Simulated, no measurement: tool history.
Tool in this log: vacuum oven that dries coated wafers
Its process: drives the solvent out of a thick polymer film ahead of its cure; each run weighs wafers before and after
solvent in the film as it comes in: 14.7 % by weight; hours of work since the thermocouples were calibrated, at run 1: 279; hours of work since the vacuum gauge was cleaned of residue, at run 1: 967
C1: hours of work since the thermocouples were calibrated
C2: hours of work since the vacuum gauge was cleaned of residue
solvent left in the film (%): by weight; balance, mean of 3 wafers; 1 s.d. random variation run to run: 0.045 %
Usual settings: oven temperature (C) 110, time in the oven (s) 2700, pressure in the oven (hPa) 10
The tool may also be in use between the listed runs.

run 1 hour=0 | oven_temperature_(C)=110 time_in_the_oven_(s)=2700 pressure_in_the_oven_(hPa)=10 | C1=279 C2=967 | solvent_left_in_the_film_(%)=3.71
run 2 hour=78.5 | oven_temperature_(C)=110 time_in_the_oven_(s)=2700 pressure_in_the_oven_(hPa)=8.9 | C1=332 C2=1020 | solvent_left_in_the_film_(%)=3.65
run 3 hour=154.9 | oven_temperature_(C)=103 time_in_the_oven_(s)=2700 pressure_in_the_oven_(hPa)=10 | C1=383 C2=1071 | solvent_left_in_the_film_(%)=5.38
run 4 hour=255.6 | oven_temperature_(C)=110 time_in_the_oven_(s)=1440 pressure_in_the_oven_(hPa)=10 | C1=451 C2=1138 | solvent_left_in_the_film_(%)=6.29
run 5 hour=324.5 | oven_temperature_(C)=110 time_in_the_oven_(s)=1440 pressure_in_the_oven_(hPa)=10 | C1=497 C2=1185 | solvent_left_in_the_film_(%)=6.24
run 6 hour=382.9 | oven_temperature_(C)=110 time_in_the_oven_(s)=1440 pressure_in_the_oven_(hPa)=10 | C1=536 C2=1224 | solvent_left_in_the_film_(%)=6.34
run 7 hour=479.5 | oven_temperature_(C)=110 time_in_the_oven_(s)=1440 pressure_in_the_oven_(hPa)=10 | C1=601 C2=1289 | solvent_left_in_the_film_(%)=6.18
run 8 hour=592.3 | oven_temperature_(C)=110 time_in_the_oven_(s)=2700 pressure_in_the_oven_(hPa)=10 | C1=676 C2=1364 | solvent_left_in_the_film_(%)=3.72
run 9 hour=682.1 | oven_temperature_(C)=110 time_in_the_oven_(s)=2700 pressure_in_the_oven_(hPa)=10 | C1=736 C2=1424 | solvent_left_in_the_film_(%)=3.68
-- hour=749.7 vacuum gauge cleaned of residue and calibrated
run 10 hour=812 | oven_temperature_(C)=110 time_in_the_oven_(s)=2700 pressure_in_the_oven_(hPa)=10 | C1=822 C2=42 | solvent_left_in_the_film_(%)=3.61
run 11 hour=881.6 | oven_temperature_(C)=110 time_in_the_oven_(s)=2700 pressure_in_the_oven_(hPa)=10 | C1=869 C2=88 | solvent_left_in_the_film_(%)=3.6
run 12 hour=962.3 | oven_temperature_(C)=110 time_in_the_oven_(s)=2700 pressure_in_the_oven_(hPa)=10 | C1=923 C2=142 | solvent_left_in_the_film_(%)=3.62
run 13 hour=1089.8 | oven_temperature_(C)=110 time_in_the_oven_(s)=2700 pressure_in_the_oven_(hPa)=10 | C1=1009 C2=228 | solvent_left_in_the_film_(%)=3.66
run 14 hour=1162.3 | oven_temperature_(C)=110 time_in_the_oven_(s)=1560 pressure_in_the_oven_(hPa)=10 | C1=1057 C2=277 | solvent_left_in_the_film_(%)=5.95
run 15 hour=1244.8 | oven_temperature_(C)=105 time_in_the_oven_(s)=4680 pressure_in_the_oven_(hPa)=10 | C1=1113 C2=332 | solvent_left_in_the_film_(%)=2.68
run 16 hour=1325.1 | oven_temperature_(C)=115 time_in_the_oven_(s)=2760 pressure_in_the_oven_(hPa)=23.7 | C1=1166 C2=386 | solvent_left_in_the_film_(%)=3.21
-- hour=1357 oven's thermocouples calibrated
run 17 hour=1439.2 | oven_temperature_(C)=116 time_in_the_oven_(s)=4140 pressure_in_the_oven_(hPa)=23.7 | C1=55 C2=461 | solvent_left_in_the_film_(%)=1.94
run 18 hour=1503.4 | oven_temperature_(C)=116 time_in_the_oven_(s)=4140 pressure_in_the_oven_(hPa)=23.7 | C1=98 C2=504 | solvent_left_in_the_film_(%)=1.95
run 19 hour=1627.7 | oven_temperature_(C)=116 time_in_the_oven_(s)=1560 pressure_in_the_oven_(hPa)=10.8 | C1=181 C2=587 | solvent_left_in_the_film_(%)=4.67
run 20 hour=1735.1 | oven_temperature_(C)=111 time_in_the_oven_(s)=2760 pressure_in_the_oven_(hPa)=13 | C1=253 C2=659 | solvent_left_in_the_film_(%)=3.46
run 21 hour=1810 | oven_temperature_(C)=111 time_in_the_oven_(s)=2760 pressure_in_the_oven_(hPa)=13 | C1=304 C2=709 | solvent_left_in_the_film_(%)=3.48
run 22 hour=1888.7 | oven_temperature_(C)=96 time_in_the_oven_(s)=2580 pressure_in_the_oven_(hPa)=5.2 | C1=356 C2=762 | solvent_left_in_the_film_(%)=6.85
run 23 hour=1981.4 | oven_temperature_(C)=96 time_in_the_oven_(s)=2580 pressure_in_the_oven_(hPa)=5.2 | C1=418 C2=824 | solvent_left_in_the_film_(%)=6.97
run 24 hour=2056.9 | oven_temperature_(C)=96 time_in_the_oven_(s)=2580 pressure_in_the_oven_(hPa)=5.2 | C1=469 C2=875 | solvent_left_in_the_film_(%)=6.98
run 25 hour=2166.2 | oven_temperature_(C)=112 time_in_the_oven_(s)=2760 pressure_in_the_oven_(hPa)=25.1 | C1=542 C2=948 | solvent_left_in_the_film_(%)=3.91

Entry by entry between the runs, the difference in hidden state between the last listed run before and the first listed run after:
From run 9 to run 10: vacuum gauge cleaned of residue and calibrated (hour 749.7)
  true wafer temperature over the reading, C: -0.04 -> -0.05; true pressure over the reading, kPa: 0.038 -> 0.001
From run 16 to run 17: oven's thermocouples calibrated (hour 1357)
  true wafer temperature over the reading, C: -0.06 -> -0.01; true pressure over the reading, kPa: 0.01 -> 0.012
